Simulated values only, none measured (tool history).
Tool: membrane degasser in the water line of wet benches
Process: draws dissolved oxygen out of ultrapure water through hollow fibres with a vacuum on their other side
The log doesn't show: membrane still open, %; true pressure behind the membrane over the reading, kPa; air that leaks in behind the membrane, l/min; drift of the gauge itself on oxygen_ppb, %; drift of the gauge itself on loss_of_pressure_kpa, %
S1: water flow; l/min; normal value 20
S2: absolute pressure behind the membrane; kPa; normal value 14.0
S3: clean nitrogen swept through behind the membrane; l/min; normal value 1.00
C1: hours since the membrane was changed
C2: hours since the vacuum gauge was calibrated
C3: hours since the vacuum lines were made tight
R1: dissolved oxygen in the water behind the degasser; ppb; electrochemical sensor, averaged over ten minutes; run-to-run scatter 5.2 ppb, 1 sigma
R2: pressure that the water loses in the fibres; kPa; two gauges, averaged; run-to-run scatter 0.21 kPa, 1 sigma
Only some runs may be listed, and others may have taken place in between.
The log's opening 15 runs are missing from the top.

run	day	S1	S2	S3	C1	C2	C3	R1	R2
16	124.250	20	14.0	1.00	13648	2982	4453	564.7	49.99
17	130.933	27	13.5	0.87	13809	3142	4613	797.8	67.67
18	142.804	15	12.8	0.62	14093	3427	4898	538.1	37.13
19	152.904	16	14.7	0.46	14336	3670	5141	829.9	40.03
20	165.067	12	9.6	0.79	14628	3962	5433	252.2	29.95
21	171.850	12	9.6	0.79	14791	4124	5595	257.8	29.81
22	178.900	25	19.2	1.00	14960	4294	5765	954.1	61.74
23	189.567	16	17.5	1.00	15216	4550	6021	568.9	39.98
24	199.025	20	33.8	1.00	15443	4777	6248	1306.4	49.19
25	208.612	16	9.9	1.00	15673	5007	6478	311.1	39.81
26	215.617	16	9.9	1.00	15841	5175	6646	309.1	39.55
27	225.050	28	13.5	0.91	16067	5401	6872	816.5	69.53
28	230.662	28	13.5	0.91	16202	5536	7007	820.7	68.88
# day 238.042: vacuum gauge calibrated
29	239.833	13	11.7	0.45	16422	43	7226	535.5	32.25
30	251.671	20	14.0	0.76	16706	327	7511	684.2	49.43
31	261.554	14	13.4	1.35	16943	564	7748	296.9	34.50
32	270.212	25	20.8	0.45	17151	772	7956	1682.1	61.64

Branching from run 32: 4 alternative next runs. What would each branch give?
A	279.338	16	9.0	1.00	17370	991	8175	?	?
B	279.338	23	15.8	0.74	17370	991	8175	?	?
C	279.338	21	28.4	0.57	17370	991	8175	?	?
D	279.338	20	9.6	0.45	17370	991	8175	?	?

run	R1	R2
A	274.3	39.70
B	889.0	56.69
C	1666.6	51.92
D	625.0	49.42
Had the tool no hidden state, the same runs would have come out as:
run	R1	R2
A	273.7	40.50
B	888.0	57.84
C	1665.7	52.97
D	624.3	50.42
